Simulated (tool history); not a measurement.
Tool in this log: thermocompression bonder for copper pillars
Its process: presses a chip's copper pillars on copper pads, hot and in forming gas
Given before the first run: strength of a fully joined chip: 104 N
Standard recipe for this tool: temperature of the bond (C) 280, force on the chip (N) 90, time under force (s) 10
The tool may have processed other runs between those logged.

run   hour  temperature of the bond (C)  force on the chip (N)  time under force (s)  force that shears a chip off (N)
  1    0.0                          280                     90                    10                              65.7
  2   32.0                          280                     90                    10                              65.3
  3   67.9                          280                     90                    10                              64.8
  4  113.7                          280                     90                    10                              65.3
  5  142.1                          280                     90                    10                              64.6
  6  182.1                          253                     90                    10                              47.3
     196.0  -- force cell calibrated
  7  232.4                          253                     90                    10                              45.2
  8  259.9                          253                     90                    10                              44.8
  9  287.8                          259                    120                     8                              54.1
 10  310.1                          259                    120                     8                              54.6
 11  333.8                          269                     90                    10                              53.6

Consider 5 possible next runs. They are alternatives, not a sequence: every one starts from the tool as it was left by run 11. What does each give?
     368.9  -- forming gas filter changed
  A  384.7                          250                     96                    19                                 ?
     368.9  -- forming gas filter changed
  B  384.7                          280                     90                    21                                 ?
     368.9  -- forming gas filter changed
  C  384.7                          304                     55                    22                                 ?
     368.9  -- forming gas filter changed
  D  384.7                          308                    106                    10                                 ?
     368.9  -- forming gas filter changed
  E  384.7                          256                     67                    10                                 ?

run  force that shears a chip off (N)
  A                              60.1
  B                              78.8
  C                              76.0
  D                              86.9
  E                              40.2
Without the tool's unlogged condition, the same runs would have read:
run  force that shears a chip off (N)
  A                              59.0
  B                              78.0
  C                              75.2
  D                              86.3
  E                              39.3
